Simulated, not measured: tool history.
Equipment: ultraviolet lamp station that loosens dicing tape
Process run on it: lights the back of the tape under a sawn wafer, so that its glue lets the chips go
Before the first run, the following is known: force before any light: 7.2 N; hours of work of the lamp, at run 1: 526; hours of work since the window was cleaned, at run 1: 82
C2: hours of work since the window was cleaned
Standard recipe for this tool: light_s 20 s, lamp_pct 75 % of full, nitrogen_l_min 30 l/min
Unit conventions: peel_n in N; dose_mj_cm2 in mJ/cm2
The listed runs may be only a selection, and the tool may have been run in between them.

Run 1, hour 0.0: usual settings; hours of work of the lamp 526; C2 82. Result: peel_n 1.142 N, dose_mj_cm2 319 mJ/cm2.
Run 2, hour 16.3: usual settings but lamp_pct 64 % of full; hours of work of the lamp 538; C2 93. Result: peel_n 1.429 N, dose_mj_cm2 265 mJ/cm2.
Run 3, hour 37.0: usual settings but lamp_pct 64 % of full; hours of work of the lamp 552; C2 107. Result: peel_n 1.403 N, dose_mj_cm2 269 mJ/cm2.
Run 4, hour 48.7: usual settings but lamp_pct 64 % of full; hours of work of the lamp 560; C2 116. Result: peel_n 1.463 N, dose_mj_cm2 267 mJ/cm2.
Run 5, hour 61.5: usual settings; hours of work of the lamp 569; C2 125. Result: peel_n 1.158 N, dose_mj_cm2 308 mJ/cm2.
Run 6, hour 74.9: usual settings; hours of work of the lamp 579; C2 134. Result: peel_n 1.120 N, dose_mj_cm2 302 mJ/cm2.
Run 7, hour 94.1: usual settings but nitrogen_l_min 29 l/min; hours of work of the lamp 592; C2 147. Result: peel_n 1.185 N, dose_mj_cm2 309 mJ/cm2.
Run 8, hour 111.6: usual settings but nitrogen_l_min 14 l/min; hours of work of the lamp 604; C2 160. Result: peel_n 1.810 N, dose_mj_cm2 299 mJ/cm2.
Run 9, hour 125.4: usual settings but nitrogen_l_min 14 l/min; hours of work of the lamp 614; C2 169. Result: peel_n 1.754 N, dose_mj_cm2 302 mJ/cm2.
Run 10, hour 149.6: usual settings but lamp_pct 74 % of full; hours of work of the lamp 631; C2 186. Result: peel_n 1.241 N, dose_mj_cm2 292 mJ/cm2.
Run 11, hour 171.5: usual settings but light_s 30 s, lamp_pct 74 % of full; hours of work of the lamp 646; C2 201. Result: peel_n 0.636 N, dose_mj_cm2 434 mJ/cm2.
Run 12, hour 185.1: usual settings but light_s 30 s, lamp_pct 74 % of full; hours of work of the lamp 656; C2 211. Result: peel_n 0.649 N, dose_mj_cm2 429 mJ/cm2.
Run 13, hour 202.2: usual settings but light_s 30 s, lamp_pct 74 % of full; hours of work of the lamp 667; C2 223. Result: peel_n 0.622 N, dose_mj_cm2 430 mJ/cm2.
Run 14, hour 212.0: usual settings but light_s 30 s, lamp_pct 74 % of full; hours of work of the lamp 674; C2 230. Result: peel_n 0.638 N, dose_mj_cm2 430 mJ/cm2.
Run 15, hour 226.3: usual settings but light_s 30 s, lamp_pct 74 % of full; hours of work of the lamp 684; C2 240. Result: peel_n 0.665 N, dose_mj_cm2 423 mJ/cm2.
Run 16, hour 246.0: usual settings but light_s 30 s, lamp_pct 74 % of full; hours of work of the lamp 698; C2 253. Result: peel_n 0.664 N, dose_mj_cm2 422 mJ/cm2.
Run 17, hour 264.9: usual settings but light_s 30 s, lamp_pct 74 % of full, nitrogen_l_min 23 l/min; hours of work of the lamp 711; C2 266. Result: peel_n 0.802 N, dose_mj_cm2 417 mJ/cm2.
Run 18, hour 280.4: usual settings but light_s 30 s, lamp_pct 74 % of full, nitrogen_l_min 23 l/min; hours of work of the lamp 722; C2 277. Result: peel_n 0.802 N, dose_mj_cm2 414 mJ/cm2.
Run 19, hour 304.1: usual settings but light_s 17 s; hours of work of the lamp 738; C2 294. Result: peel_n 1.741 N, dose_mj_cm2 236 mJ/cm2.
Run 20, hour 325.5: usual settings but light_s 17 s; hours of work of the lamp 753; C2 309. Result: peel_n 1.652 N, dose_mj_cm2 234 mJ/cm2.
At hour 328.2: window cleaned of glue's vapour.
Run 21, hour 344.9: usual settings but light_s 17 s; hours of work of the lamp 767; C2 12. Result: peel_n 1.973 N, dose_mj_cm2 223 mJ/cm2.
Run 22, hour 356.8: usual settings but light_s 36 s, nitrogen_l_min 50 l/min; hours of work of the lamp 775; C2 20. Result: peel_n 0.417 N, dose_mj_cm2 458 mJ/cm2.
Run 23, hour 370.9: usual settings but light_s 39 s, lamp_pct 80 % of full, nitrogen_l_min 37 l/min; hours of work of the lamp 785; C2 30. Result: peel_n 0.417 N, dose_mj_cm2 532 mJ/cm2.
At hour 375.4: window cleaned of glue's vapour, once more.
Run 24, hour 387.4: usual settings but light_s 23 s, nitrogen_l_min 12 l/min; hours of work of the lamp 796; C2 8. Result: peel_n 1.562 N, dose_mj_cm2 350 mJ/cm2.
Run 25, hour 398.7: usual settings but light_s 23 s, nitrogen_l_min 12 l/min; hours of work of the lamp 804; C2 16. Result: peel_n 1.606 N, dose_mj_cm2 340 mJ/cm2.
Run 26, hour 412.0: usual settings but light_s 25 s, lamp_pct 66 % of full; hours of work of the lamp 813; C2 26. Result: peel_n 1.067 N, dose_mj_cm2 325 mJ/cm2.
Run 27, hour 425.8: usual settings but light_s 16 s, lamp_pct 67 % of full; hours of work of the lamp 823; C2 35. Result: peel_n 1.958 N, dose_mj_cm2 211 mJ/cm2.
Run 28, hour 448.3: usual settings but light_s 14 s, nitrogen_l_min 10 l/min; hours of work of the lamp 838; C2 51. Result: peel_n 3.242 N, dose_mj_cm2 199 mJ/cm2.
Run 29, hour 469.3: usual settings but light_s 14 s, lamp_pct 89 % of full, nitrogen_l_min 10 l/min; hours of work of the lamp 853; C2 65. Result: peel_n 2.687 N, dose_mj_cm2 242 mJ/cm2.
Run 30, hour 491.5: usual settings but light_s 14 s, lamp_pct 89 % of full, nitrogen_l_min 10 l/min; hours of work of the lamp 868; C2 81. Result: peel_n 2.780 N, dose_mj_cm2 235 mJ/cm2.
Run 31, hour 509.4: usual settings but nitrogen_l_min 40 l/min; hours of work of the lamp 881; C2 94. Result: peel_n 1.120 N, dose_mj_cm2 282 mJ/cm2.
Run 32, hour 524.7: usual settings but lamp_pct 76 % of full, nitrogen_l_min 12 l/min; hours of work of the lamp 892; C2 104. Result: peel_n 2.070 N, dose_mj_cm2 285 mJ/cm2.
Run 33, hour 539.7: usual settings but lamp_pct 77 % of full; hours of work of the lamp 902; C2 115. Result: peel_n 1.335 N, dose_mj_cm2 282 mJ/cm2.
Run 34, hour 551.7: usual settings but lamp_pct 77 % of full; hours of work of the lamp 910; C2 123. Result: peel_n 1.302 N, dose_mj_cm2 280 mJ/cm2.
Run 35, hour 564.9: usual settings but lamp_pct 67 % of full; hours of work of the lamp 920; C2 132. Result: peel_n 1.618 N, dose_mj_cm2 252 mJ/cm2.
Run 36, hour 586.7: usual settings but light_s 25 s, nitrogen_l_min 21 l/min; hours of work of the lamp 935; C2 147. Result: peel_n 1.208 N, dose_mj_cm2 340 mJ/cm2.
Run 37, hour 598.6: usual settings but light_s 25 s, nitrogen_l_min 21 l/min; hours of work of the lamp 943; C2 156. Result: peel_n 1.204 N, dose_mj_cm2 345 mJ/cm2.
Run 38, hour 609.2: usual settings but lamp_pct 73 % of full; hours of work of the lamp 951; C2 163. Result: peel_n 1.467 N, dose_mj_cm2 261 mJ/cm2.
Run 39, hour 626.3: usual settings but lamp_pct 69 % of full; hours of work of the lamp 962; C2 175. Result: peel_n 1.663 N, dose_mj_cm2 247 mJ/cm2.
Run 40, hour 649.3: usual settings but light_s 11 s, lamp_pct 63 % of full; hours of work of the lamp 978; C2 191. Result: peel_n 3.370 N, dose_mj_cm2 123 mJ/cm2.
Run 41, hour 660.5: usual settings but light_s 10 s, lamp_pct 94 % of full, nitrogen_l_min 15 l/min; hours of work of the lamp 986; C2 199. Result: peel_n 3.205 N, dose_mj_cm2 164 mJ/cm2.
Run 42, hour 672.7: usual settings but light_s 11 s, lamp_pct 69 % of full, nitrogen_l_min 20 l/min; hours of work of the lamp 995; C2 207. Result: peel_n 3.506 N, dose_mj_cm2 135 mJ/cm2.

How would selected steps in peel_n from run to run divide? Give the signed amount a tool lacking its hidden state would still show from settings, what came in and random variation, and the signed amount left for the hidden state, including any gauge scatter that is not in both of the compared results.
The tool's hidden condition here consists of: lamp's light, % of a new lamp's; light that the window lets through, % of a clean one's; drift of the gauge itself on peel_n, %; drift of the gauge itself on dose_mj_cm2, %.
Run 18 -> 19: light_s 30 -> 17, lamp_pct 74 -> 75, nitrogen_l_min 23 -> 30. peel_n +0.939 N: hidden state +0.308, all else +0.631.
Run 21 -> 22: light_s 17 -> 36, nitrogen_l_min 30 -> 50. peel_n -1.556 N: hidden state -0.668, all else -0.888.
Run 23 -> 24: light_s 39 -> 23, lamp_pct 80 -> 75, nitrogen_l_min 37 -> 12, window cleaned of glue's vapour, once more. peel_n +1.145 N: hidden state +0.313, all else +0.832.
Run 30 -> 31: light_s 14 -> 20, lamp_pct 89 -> 75, nitrogen_l_min 10 -> 40. peel_n -1.660 N: hidden state -0.278, all else -1.382.
Run 39 -> 40: light_s 20 -> 11, lamp_pct 69 -> 63. peel_n +1.707 N: hidden state +0.206, all else +1.501.
